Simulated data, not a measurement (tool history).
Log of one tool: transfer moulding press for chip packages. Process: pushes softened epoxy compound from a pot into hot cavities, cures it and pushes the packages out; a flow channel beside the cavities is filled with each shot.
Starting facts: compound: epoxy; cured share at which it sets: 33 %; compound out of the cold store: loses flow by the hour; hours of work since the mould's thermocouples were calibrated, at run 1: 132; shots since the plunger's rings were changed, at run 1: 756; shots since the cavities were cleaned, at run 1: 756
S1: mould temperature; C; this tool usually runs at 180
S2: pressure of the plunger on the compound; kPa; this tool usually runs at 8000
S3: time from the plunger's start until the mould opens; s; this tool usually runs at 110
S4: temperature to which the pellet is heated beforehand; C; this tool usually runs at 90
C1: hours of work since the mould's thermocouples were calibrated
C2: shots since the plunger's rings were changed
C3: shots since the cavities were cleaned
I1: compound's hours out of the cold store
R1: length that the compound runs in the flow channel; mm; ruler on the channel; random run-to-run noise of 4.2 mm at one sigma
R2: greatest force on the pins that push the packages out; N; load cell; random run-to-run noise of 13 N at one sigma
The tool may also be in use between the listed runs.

run    hour   S1    S2   S3  S4   C1    C2    C3    I1    R1    R2
  1       0  180  8000  110  90  132   756   756  18.7   984  1081
         37  -- cavities cleaned with cleaning compound and waxed
  2    60.5  180  8000  110  90  172  1419   264  25.3   948  1253
  3   130.3  180  8000  110  90  220  2203  1048  18.8   950  1170
      143.2  -- cavities cleaned with cleaning compound and waxed
  4   162.7  180  8000  110  90  241  2550   218  21.7   932   779
  5   198.5  177  8000  110  90  266  2952   620  21.6   938  1165
      244.6  -- cavities cleaned with cleaning compound and waxed
  6   265.5  180  8000  110  90  311  3689   235  34.8   868   784
      293.2  -- plunger's sealing rings changed
  7   301.3  180  8000  110  90  333    92   609  31.7   951   965
  8   346.1  180  8000  110  90  364   595  1112  33.3   931  1114
        354  -- cavities cleaned with cleaning compound and waxed, once more
  9   383.9  180  8000  110  90  389  1003   336  38.3   906   798
 10   434.6  180  8000  110  90  424  1573   906  25.4   932  1081
      456.8  -- cavities cleaned with cleaning compound and waxed
 11   501.7  180  8000  110  90  469  2310   505   8.4   975   946
 12   533.6  184  8000  110  90  491  2669   864  29.5   901   869
      561.4  -- cavities cleaned with cleaning compound and waxed
 13   594.1  180  8000  110  90  531  3331   368  12.6   954   903
 14   623.4  180  8920  144  98  551  3661   698  10.8   997   749
      653.4  -- plunger's sealing rings changed
      669.1  -- cavities cleaned with cleaning compound and waxed
 15   673.8  180  8920  144  98  583   212    53  33.6   992   478
 16   732.9  173  6610  144  89  623   877   718  12.6   930   923
      776.3  -- cavities cleaned with cleaning compound and waxed
 17   789.4  173  6610  144  89  661  1495   148  35.5   849   652
 18     823  178  6860  110  90  684  1873   526  36.6   843   986
      859.8  -- mould's thermocouples calibrated
      880.9  -- cavities cleaned with cleaning compound and waxed
 19   885.9  178  6860  110  90   17  2540    57  26.6   861   722
 20   958.8  186  6860  110  92   67  3358   875  47.5   768   858
      983.6  -- cavities cleaned with cleaning compound and waxed
     1020.3  -- plunger's sealing rings changed
 21  1035.3  174  7640  110  90  117   168   552   9.2  1024  1421
 22    1065  180  9710  117  90  137   502   886   8.7  1110   956
     1089.1  -- cavities cleaned with cleaning compound and waxed
 23  1136.2  175  8710  110  90  185  1285   529  42.6   960  1255
 24    1173  175  8710  110  90  210  1698   942  31.9   981  1402
     1190.9  -- cavities cleaned with cleaning compound and waxed
 25  1207.6  175  6020  130  95  233  2071   188  38.6   792   714
 26  1245.8  175  6020  130  95  259  2500   617  16.7   840   967

Forecast each of these 4 alternatives for the next run:
  A  1282.1  180  7850  110  90  284  2908  1025  35.9   ?   ?
  B  1282.1  176  8000  110  90  284  2908  1025    25   ?   ?
  C  1282.1  181  8000  110  90  284  2908  1025  10.9   ?   ?
  D  1282.1  175  6760  131  85  284  2908  1025  36.3   ?   ?

run   R1    R2
  A  880  1089
  B  934  1346
  C  948  1015
  D  826  1031
Had the tool no hidden state, the same runs would have come out as:
run    R1   R2
  A   930  613
  B   987  759
  C  1002  568
  D   873  580

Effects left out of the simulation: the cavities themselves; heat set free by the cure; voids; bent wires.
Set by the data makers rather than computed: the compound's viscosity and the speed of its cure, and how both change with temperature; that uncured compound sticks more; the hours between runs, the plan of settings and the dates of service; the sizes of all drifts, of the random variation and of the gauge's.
